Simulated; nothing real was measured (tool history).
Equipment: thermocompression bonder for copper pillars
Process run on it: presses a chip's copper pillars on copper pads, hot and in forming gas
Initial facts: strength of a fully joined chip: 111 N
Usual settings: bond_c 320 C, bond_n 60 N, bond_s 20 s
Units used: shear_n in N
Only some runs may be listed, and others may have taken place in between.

{"run": 1, "day": 0.0, "bond_c": 320, "bond_n": 60, "bond_s": 20, "shear_n": 66.3}
{"run": 2, "day": 1.05, "bond_c": 320, "bond_n": 49, "bond_s": 20, "shear_n": 57.0}
{"run": 3, "day": 2.229, "bond_c": 291, "bond_n": 60, "bond_s": 20, "shear_n": 48.1}
{"run": 4, "day": 2.867, "bond_c": 320, "bond_n": 60, "bond_s": 10, "shear_n": 52.4}
{"day": 3.017, "done": "forming gas filter changed"}
{"run": 5, "day": 4.325, "bond_c": 320, "bond_n": 60, "bond_s": 15, "shear_n": 62.9}
{"run": 6, "day": 5.117, "bond_c": 320, "bond_n": 60, "bond_s": 21, "shear_n": 69.5}
{"run": 7, "day": 5.75, "bond_c": 320, "bond_n": 60, "bond_s": 21, "shear_n": 69.7}
{"run": 8, "day": 7.092, "bond_c": 320, "bond_n": 60, "bond_s": 21, "shear_n": 68.7}
{"day": 8.45, "done": "heater calibrated with a thermocouple chip"}
{"run": 9, "day": 8.629, "bond_c": 320, "bond_n": 60, "bond_s": 21, "shear_n": 73.5}
{"run": 10, "day": 9.425, "bond_c": 320, "bond_n": 60, "bond_s": 21, "shear_n": 73.4}
{"run": 11, "day": 10.121, "bond_c": 320, "bond_n": 60, "bond_s": 20, "shear_n": 72.5}
{"run": 12, "day": 11.15, "bond_c": 320, "bond_n": 60, "bond_s": 20, "shear_n": 71.4}
{"run": 13, "day": 12.133, "bond_c": 320, "bond_n": 60, "bond_s": 32, "shear_n": 80.0}
{"day": 12.838, "done": "heater calibrated with a thermocouple chip, once more"}
{"day": 13.167, "done": "forming gas filter changed"}
{"run": 14, "day": 13.479, "bond_c": 320, "bond_n": 60, "bond_s": 34, "shear_n": 72.9}
{"run": 15, "day": 14.875, "bond_c": 320, "bond_n": 60, "bond_s": 20, "shear_n": 61.7}
{"run": 16, "day": 16.267, "bond_c": 320, "bond_n": 60, "bond_s": 20, "shear_n": 61.6}
{"run": 17, "day": 17.246, "bond_c": 302, "bond_n": 60, "bond_s": 55, "shear_n": 68.5}
{"run": 18, "day": 18.579, "bond_c": 302, "bond_n": 60, "bond_s": 55, "shear_n": 69.0}

For run 19, what comes out?
{"run": 19, "day": 19.775, "bond_c": 306, "bond_n": 68, "bond_s": 28, "shear_n": "?"}

Run 19 came out at shear_n 64.0 N.
With no hidden state in the tool, this same run would have given shear_n 63.6 N.
